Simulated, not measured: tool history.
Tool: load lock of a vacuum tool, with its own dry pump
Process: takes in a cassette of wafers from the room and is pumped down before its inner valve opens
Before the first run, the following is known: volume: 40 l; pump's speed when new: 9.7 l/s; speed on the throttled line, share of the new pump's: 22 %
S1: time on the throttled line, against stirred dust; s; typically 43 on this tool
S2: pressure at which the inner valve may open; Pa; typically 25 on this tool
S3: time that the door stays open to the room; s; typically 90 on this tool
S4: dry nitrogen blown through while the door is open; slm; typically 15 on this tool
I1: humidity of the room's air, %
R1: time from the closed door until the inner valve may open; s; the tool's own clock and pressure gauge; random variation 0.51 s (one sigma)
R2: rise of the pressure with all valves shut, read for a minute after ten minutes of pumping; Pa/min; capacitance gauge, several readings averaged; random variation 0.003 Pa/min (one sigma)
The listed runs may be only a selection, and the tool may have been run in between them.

Run 1, day 0.000: usual settings; I1 47.5. Result: R1 72.9 s, R2 0.151 Pa/min.
Run 2, day 23.533: usual settings; I1 41.8. Result: R1 73.8 s, R2 0.186 Pa/min.
Run 3, day 46.842: usual settings; I1 44.7. Result: R1 75.0 s, R2 0.214 Pa/min.
Run 4, day 75.104: usual settings but S1 71 s; I1 45.3. Result: R1 95.0 s, R2 0.270 Pa/min.
Run 5, day 89.229: usual settings but S1 71 s; I1 46.8. Result: R1 94.6 s, R2 0.294 Pa/min.
Run 6, day 110.496: usual settings but S1 71 s; I1 44.8. Result: R1 94.6 s, R2 0.327 Pa/min.
Run 7, day 126.871: usual settings but S1 34 s; I1 43.8. Result: R1 68.5 s, R2 0.353 Pa/min.
Run 8, day 155.992: usual settings but S3 45 s; I1 45.9. Result: R1 74.9 s, R2 0.411 Pa/min.
At day 169.725: door's seal changed, seat wiped.
Run 9, day 169.725: usual settings but S3 45 s; I1 40.7. Result: R1 76.3 s, R2 0.013 Pa/min.
Run 10, day 197.704: usual settings but S3 45 s; I1 43.6. Result: R1 76.7 s, R2 0.033 Pa/min.
Run 11, day 225.329: usual settings but S3 75 s; I1 42.1. Result: R1 75.8 s, R2 0.062 Pa/min.
Run 12, day 240.654: usual settings; I1 43.9. Result: R1 76.8 s, R2 0.087 Pa/min.
Run 13, day 267.854: usual settings but S1 66 s; I1 41.6. Result: R1 91.8 s, R2 0.113 Pa/min.
Run 14, day 291.271: usual settings but S4 13 slm; I1 48.4. Result: R1 78.1 s, R2 0.156 Pa/min.
At day 305.158: dry pump taken out, an overhauled one fitted.
Run 15, day 310.488: usual settings but S2 36 Pa, S3 227 s, S4 17 slm; I1 42.5. Result: R1 65.8 s, R2 0.199 Pa/min.
Run 16, day 323.817: usual settings but S2 36 Pa, S3 227 s, S4 17 slm; I1 40.7. Result: R1 66.3 s, R2 0.216 Pa/min.
Run 17, day 339.675: usual settings but S2 36 Pa, S3 227 s, S4 17 slm; I1 47.9. Result: R1 66.5 s, R2 0.242 Pa/min.
Run 18, day 361.525: usual settings but S2 36 Pa, S3 227 s, S4 17 slm; I1 48.5. Result: R1 66.9 s, R2 0.277 Pa/min.
Run 19, day 386.750: usual settings but S2 19 Pa, S4 45 slm; I1 42.5. Result: R1 70.0 s, R2 0.299 Pa/min.
Run 20, day 412.462: usual settings but S1 34 s, S3 54 s, S4 13 slm; I1 43.1. Result: R1 61.8 s, R2 0.355 Pa/min.

Predict the results of run 21:
Run 21, day 436.092: usual settings but S1 34 s, S2 48 Pa, S3 59 s, S4 13 slm; I1 46.0. Result: R1 ?, R2 ?.

{"run 21": {"R1": 59.2, "R2": 0.407}}
Were there no unlogged condition in the tool, this run, its random variation unchanged, would have produced R1 57.9 s, R2 0.024 Pa/min.
